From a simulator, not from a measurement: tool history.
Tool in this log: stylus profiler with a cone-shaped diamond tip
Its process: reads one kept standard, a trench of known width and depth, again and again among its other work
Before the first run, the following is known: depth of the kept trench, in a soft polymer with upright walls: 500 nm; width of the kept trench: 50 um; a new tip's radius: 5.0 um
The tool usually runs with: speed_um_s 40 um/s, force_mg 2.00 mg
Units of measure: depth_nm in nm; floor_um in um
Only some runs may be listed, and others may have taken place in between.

run 1 hour=0.0 | speed_um_s=40 force_mg=2.00 | depth_nm=505.07 floor_um=45.08
run 2 hour=51.3 | speed_um_s=40 force_mg=2.00 | depth_nm=504.90 floor_um=45.05
run 3 hour=133.9 | speed_um_s=40 force_mg=2.00 | depth_nm=505.22 floor_um=44.98
run 4 hour=229.2 | speed_um_s=40 force_mg=2.00 | depth_nm=505.20 floor_um=44.96
run 5 hour=304.3 | speed_um_s=40 force_mg=1.37 | depth_nm=504.09 floor_um=44.91
run 6 hour=379.4 | speed_um_s=40 force_mg=1.37 | depth_nm=504.25 floor_um=44.88
run 7 hour=439.5 | speed_um_s=40 force_mg=1.37 | depth_nm=504.62 floor_um=44.85
run 8 hour=536.2 | speed_um_s=40 force_mg=1.37 | depth_nm=504.68 floor_um=44.80
run 9 hour=583.3 | speed_um_s=40 force_mg=5.81 | depth_nm=510.15 floor_um=44.90
run 10 hour=638.8 | speed_um_s=11 force_mg=2.00 | depth_nm=505.59 floor_um=44.95
run 11 hour=730.6 | speed_um_s=11 force_mg=2.00 | depth_nm=505.69 floor_um=44.94
run 12 hour=794.3 | speed_um_s=128 force_mg=2.00 | depth_nm=505.67 floor_um=44.21
run 13 hour=868.4 | speed_um_s=128 force_mg=2.00 | depth_nm=506.01 floor_um=44.14
run 14 hour=939.1 | speed_um_s=128 force_mg=2.00 | depth_nm=506.06 floor_um=44.12
run 15 hour=1000.0 | speed_um_s=40 force_mg=5.42 | depth_nm=510.40 floor_um=44.75
run 16 hour=1104.4 | speed_um_s=35 force_mg=1.91 | depth_nm=506.19 floor_um=44.61
run 17 hour=1180.2 | speed_um_s=35 force_mg=1.91 | depth_nm=506.16 floor_um=44.59
run 18 hour=1265.3 | speed_um_s=13 force_mg=2.40 | depth_nm=507.15 floor_um=44.67
run 19 hour=1354.7 | speed_um_s=13 force_mg=2.40 | depth_nm=507.13 floor_um=44.67
run 20 hour=1436.2 | speed_um_s=11 force_mg=1.15 | depth_nm=505.43 floor_um=44.62
run 21 hour=1511.1 | speed_um_s=25 force_mg=1.01 | depth_nm=505.17 floor_um=44.42
run 22 hour=1609.6 | speed_um_s=55 force_mg=0.98 | depth_nm=505.31 floor_um=44.18
run 23 hour=1720.4 | speed_um_s=17 force_mg=1.59 | depth_nm=506.42 floor_um=44.45
run 24 hour=1770.3 | speed_um_s=17 force_mg=1.59 | depth_nm=506.30 floor_um=44.46
run 25 hour=1859.0 | speed_um_s=104 force_mg=0.84 | depth_nm=505.34 floor_um=43.58
run 26 hour=1940.0 | speed_um_s=11 force_mg=0.84 | depth_nm=505.17 floor_um=44.38
run 27 hour=1989.8 | speed_um_s=16 force_mg=1.33 | depth_nm=506.45 floor_um=44.36
-- hour=2046.6 height scale calibrated on a step standard
run 28 hour=2058.2 | speed_um_s=15 force_mg=1.54 | depth_nm=503.94 floor_um=44.35
run 29 hour=2110.0 | speed_um_s=15 force_mg=0.77 | depth_nm=502.38 floor_um=44.26

Table of differences, measured result less the result of that run with no hidden state. Run-to-run variation is the same in both. Gauge scatter possibly is not:
The tool's hidden condition here consists of: radius of the tip, um; height scale over the true one, %; drift of the gauge itself on depth_nm, %; drift of the gauge itself on floor_um, %.
run=1 depth_nm=+0.43 floor_um=-0.32
run=2 depth_nm=+0.48 floor_um=-0.34
run=3 depth_nm=+0.58 floor_um=-0.38
run=4 depth_nm=+0.70 floor_um=-0.42
run=5 depth_nm=+0.80 floor_um=-0.45
run=6 depth_nm=+0.89 floor_um=-0.48
run=7 depth_nm=+0.97 floor_um=-0.52
run=8 depth_nm=+1.09 floor_um=-0.56
run=9 depth_nm=+1.16 floor_um=-0.59
run=10 depth_nm=+1.21 floor_um=-0.61
run=11 depth_nm=+1.32 floor_um=-0.65
run=12 depth_nm=+1.39 floor_um=-0.67
run=13 depth_nm=+1.48 floor_um=-0.70
run=14 depth_nm=+1.56 floor_um=-0.73
run=15 depth_nm=+1.65 floor_um=-0.76
run=16 depth_nm=+1.77 floor_um=-0.81
run=17 depth_nm=+1.88 floor_um=-0.84
run=18 depth_nm=+1.97 floor_um=-0.88
run=19 depth_nm=+2.08 floor_um=-0.92
run=20 depth_nm=+2.16 floor_um=-0.95
run=21 depth_nm=+2.26 floor_um=-0.98
run=22 depth_nm=+2.38 floor_um=-1.02
run=23 depth_nm=+2.52 floor_um=-1.07
run=24 depth_nm=+2.57 floor_um=-1.09
run=25 depth_nm=+2.67 floor_um=-1.13
run=26 depth_nm=+2.78 floor_um=-1.15
run=27 depth_nm=+2.84 floor_um=-1.17
run=28 depth_nm=-0.19 floor_um=-1.20
run=29 depth_nm=-0.12 floor_um=-1.23
